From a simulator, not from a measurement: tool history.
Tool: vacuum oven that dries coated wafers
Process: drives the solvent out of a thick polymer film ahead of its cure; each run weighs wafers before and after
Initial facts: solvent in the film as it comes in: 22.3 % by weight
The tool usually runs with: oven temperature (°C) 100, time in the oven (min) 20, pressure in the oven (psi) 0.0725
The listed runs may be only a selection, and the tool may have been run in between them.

run,hour,oven temperature (°C),time in the oven (min),pressure in the oven (psi),solvent left in the film (%)
1,0,100,20,0.0725,3.22
2,25.8,100,20,0.0725,3.15
3,63.2,100,12,0.0725,6.34
4,96.4,100,28,0.0725,1.67
5,133.1,100,28,0.0725,1.63
6,185.6,100,28,0.0725,1.72
7,211.6,100,28,0.0725,1.66
8,254.7,100,25,0.0725,2.11
9,294.4,100,25,0.0725,2.15
10,325.5,100,20,0.0725,3.23
11,372.9,100,20,0.0725,3.33
12,409.9,100,20,0.0725,3.26
13,443.5,100,14,0.0725,5.4
14,478.5,100,14,0.0725,5.39
15,504.6,100,14,0.0725,5.51
16,564.7,100,12,0.0725,6.52
17,598.6,100,12,0.0725,6.55
18,633.4,100,12,0.0725,6.41
19,676.4,100,20,0.0725,3.32
20,724.6,100,28,0.0725,1.8
21,756,100,28,0.0725,1.72
22,800.8,100,28,0.0725,1.8
23,831.2,100,28,0.0725,1.76
24,890.2,100,15,0.0725,5.17
25,948.6,113,29,0.2122,0.44
26,1000.6,100,32,0.0725,1.41
# hour 1007.8: oven's thermocouples calibrated
27,1052.6,90,20,0.0582,6.02
28,1090.4,95,12,0.1999,7.75
29,1129.8,114,18,0.1588,0.81
30,1156.8,100,28,0.1588,1.63
31,1196.3,100,28,0.1588,1.58
32,1230.7,100,29,0.0725,1.32
33,1283.5,88,19,0.0735,7
34,1338.3,96,19,0.2873,4.66
35,1379.1,86,16,0.0419,8.9
36,1426.2,104,12,0.0725,4.7
37,1458.1,109,26,0.0441,0.55
38,1504,110,18,0.0441,1.33
39,1560.1,100,27,0.0492,1.59
40,1597.3,100,27,0.0492,1.59
41,1637.2,100,30,0.0725,1.34
42,1684.6,110,30,0.0497,0.32
43,1735.5,110,29,0.0582,0.29
44,1782.8,86,20,0.0725,7.38
45,1825,86,20,0.0725,7.62
46,1868.4,86,20,0.0725,7.54
47,1906.7,86,35,0.1021,3.98

Each row is a separate what-if for the run after 47, all from the same tool condition, not one after another. Results?
A,1940.7,100,25,0.0725,?
B,1940.7,86,35,0.1371,?
C,1940.7,86,35,0.0444,?

run,solvent left in the film (%)
A,2.08
B,4.23
C,3.89
Had the tool no hidden state, the same runs would have come out as:
run,solvent left in the film (%)
A,2.01
B,4.13
C,3.79
